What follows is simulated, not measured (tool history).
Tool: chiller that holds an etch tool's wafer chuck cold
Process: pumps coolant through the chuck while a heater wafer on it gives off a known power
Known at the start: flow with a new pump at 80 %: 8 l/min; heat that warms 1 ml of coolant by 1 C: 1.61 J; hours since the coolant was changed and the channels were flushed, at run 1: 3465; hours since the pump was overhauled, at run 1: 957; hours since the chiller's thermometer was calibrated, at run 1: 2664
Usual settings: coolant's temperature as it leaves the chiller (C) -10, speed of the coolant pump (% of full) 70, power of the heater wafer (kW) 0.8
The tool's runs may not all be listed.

run	hour	coolant's temperature as it leaves the chiller (C)	speed of the coolant pump (% of full)	power of the heater wafer (kW)	hours since the coolant was changed and the channels were flushed	hours since the pump was overhauled	hours since the chiller's thermometer was calibrated	chuck's temperature once it has settled (C)	how much warmer the coolant comes back (C)
1	0	-10	70	0.8	3465	957	2664	0.8	4.38
2	20.9	-10	70	0.8	3486	978	2685	0.5	4.36
3	50.9	-10	70	0.8	3516	1008	2715	0.6	4.41
4	77.8	-10	62	0.8	3543	1035	2742	1.5	4.96
5	96.7	-10	62	0.8	3562	1053	2761	1.4	4.9
6	113.7	-10	62	0.8	3579	1070	2777	1.5	4.88
7	141.9	-10	62	0.8	3607	1099	2806	1.4	5
8	160.3	-10	62	0.8	3625	1117	2824	1.4	4.93
9	183.7	-16	71	0.8	3649	1140	2847	-5.5	4.32

Run 10 comes next. What will it give?
10	215	-19	64	0.52	3680	1172	2879	?	?

{"run 10": {"chuck's temperature once it has settled (C)": -11.8, "how much warmer the coolant comes back (C)": 3.14}}
Without the tool's hidden state the same run would have given chuck's temperature once it has settled (C) -12.2, how much warmer the coolant comes back (C) 3.03.
